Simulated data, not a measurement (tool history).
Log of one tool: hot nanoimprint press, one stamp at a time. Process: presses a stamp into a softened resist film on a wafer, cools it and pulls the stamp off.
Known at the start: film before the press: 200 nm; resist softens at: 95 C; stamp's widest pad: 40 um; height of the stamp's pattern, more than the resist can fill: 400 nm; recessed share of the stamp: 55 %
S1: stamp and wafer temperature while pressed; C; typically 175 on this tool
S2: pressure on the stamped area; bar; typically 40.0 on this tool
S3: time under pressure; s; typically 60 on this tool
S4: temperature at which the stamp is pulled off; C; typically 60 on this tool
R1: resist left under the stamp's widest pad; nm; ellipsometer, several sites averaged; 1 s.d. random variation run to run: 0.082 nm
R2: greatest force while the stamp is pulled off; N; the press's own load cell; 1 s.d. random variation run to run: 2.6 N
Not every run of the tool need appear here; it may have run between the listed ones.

run	day	S1	S2	S3	S4	R1	R2
1	0.000	175	40.0	60	60	102.87	184
2	0.329	175	40.0	60	60	102.80	180
3	0.525	175	40.0	60	60	102.87	184
4	0.750	175	40.0	60	60	102.88	185
5	1.100	175	40.0	60	60	102.75	185
6	1.275	175	40.0	60	60	102.85	192
7	1.638	175	40.0	60	60	102.73	184
8	2.008	175	40.0	60	60	102.62	186
9	2.371	175	38.5	60	60	104.45	192
10	2.575	175	38.5	60	60	104.59	190
11	2.729	172	40.2	103	55	93.90	207
12	3.100	172	24.7	103	45	116.76	249
# day 3.246: plate thermocouple calibrated
13	3.596	175	25.5	52	60	128.33	180
14	3.971	174	42.0	60	60	102.85	194
15	4.300	174	31.4	66	54	113.29	219
# day 4.650: stamp cleaned and given a new release coat
# day 4.800: plate thermocouple calibrated, once more
16	4.875	174	31.4	32	47	141.11	179
17	5.208	174	47.3	74	47	92.56	174

Branching from run 17: 3 alternative next runs. What would each branch give?
A	5.408	180	47.3	97	52	?	?
B	5.408	178	37.7	74	62	?	?
C	5.408	175	40.0	65	59	?	?

run	R1	R2
A	68.00	162
B	90.41	141
C	101.41	145
Without the tool's unlogged condition, the same runs would have read:
run	R1	R2
A	68.58	161
B	91.17	141
C	102.24	145
